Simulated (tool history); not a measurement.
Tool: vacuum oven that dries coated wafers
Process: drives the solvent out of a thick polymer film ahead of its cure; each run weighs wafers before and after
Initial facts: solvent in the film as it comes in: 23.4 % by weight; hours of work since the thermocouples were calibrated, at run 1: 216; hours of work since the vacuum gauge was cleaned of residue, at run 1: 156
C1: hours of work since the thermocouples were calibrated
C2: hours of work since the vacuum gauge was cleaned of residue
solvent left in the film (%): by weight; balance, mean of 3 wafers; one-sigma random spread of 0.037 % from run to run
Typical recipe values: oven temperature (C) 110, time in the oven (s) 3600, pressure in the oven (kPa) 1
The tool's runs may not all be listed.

Run 1, hour 0: usual settings; C1 216; C2 156. Result: solvent left in the film (%) 5.41.
Run 2, hour 10.4: usual settings but pressure in the oven (kPa) 2.59; C1 221; C2 161. Result: solvent left in the film (%) 6.91.
Run 3, hour 20.3: usual settings but pressure in the oven (kPa) 2.59; C1 225; C2 165. Result: solvent left in the film (%) 6.9.
Run 4, hour 30.4: usual settings; C1 230; C2 170. Result: solvent left in the film (%) 5.47.
Run 5, hour 49.4: usual settings; C1 239; C2 179. Result: solvent left in the film (%) 5.48.
Run 6, hour 68.9: usual settings; C1 247; C2 187. Result: solvent left in the film (%) 5.47.
Run 7, hour 76.9: usual settings but oven temperature (C) 115, time in the oven (s) 5640, pressure in the oven (kPa) 3.5; C1 251; C2 191. Result: solvent left in the film (%) 4.27.
Run 8, hour 89.5: usual settings but oven temperature (C) 101, time in the oven (s) 5220, pressure in the oven (kPa) 0.75; C1 257; C2 197. Result: solvent left in the film (%) 6.65.
At hour 93.2: oven's thermocouples calibrated.
Run 9, hour 100.4: usual settings but oven temperature (C) 101, time in the oven (s) 5220, pressure in the oven (kPa) 0.75; C1 3; C2 201. Result: solvent left in the film (%) 6.67.
Run 10, hour 113.1: usual settings but oven temperature (C) 104, time in the oven (s) 4500, pressure in the oven (kPa) 0.56; C1 9; C2 207. Result: solvent left in the film (%) 5.99.
Run 11, hour 127.3: usual settings but oven temperature (C) 98, time in the oven (s) 3300, pressure in the oven (kPa) 1.41; C1 15; C2 213. Result: solvent left in the film (%) 11.51.
Run 12, hour 135.5: usual settings but oven temperature (C) 98, time in the oven (s) 3300, pressure in the oven (kPa) 1.41; C1 19; C2 217. Result: solvent left in the film (%) 11.41.

4 ways to go on from here, each from the tool as it stands after run 12. What would each give?
Run A, hour 143.6: usual settings but oven temperature (C) 107, time in the oven (s) 3300, pressure in the oven (kPa) 0.52; C1 23; C2 220. Result: solvent left in the film (%) ?.
Run B, hour 143.6: usual settings but oven temperature (C) 98, time in the oven (s) 4500, pressure in the oven (kPa) 1.41; C1 23; C2 220. Result: solvent left in the film (%) ?.
Run C, hour 143.6: usual settings but oven temperature (C) 111, time in the oven (s) 3300, pressure in the oven (kPa) 2.63; C1 23; C2 220. Result: solvent left in the film (%) ?.
Run D, hour 143.6: usual settings but oven temperature (C) 119, time in the oven (s) 3300, pressure in the oven (kPa) 1.41; C1 23; C2 220. Result: solvent left in the film (%) ?.

run  solvent left in the film (%)
  A                          6.69
  B                          9.61
  C                          6.92
  D                          3.04
Had the tool no hidden state, the same runs would have come out as:
run  solvent left in the film (%)
  A                          6.87
  B                          9.78
  C                           7.1
  D                          3.15
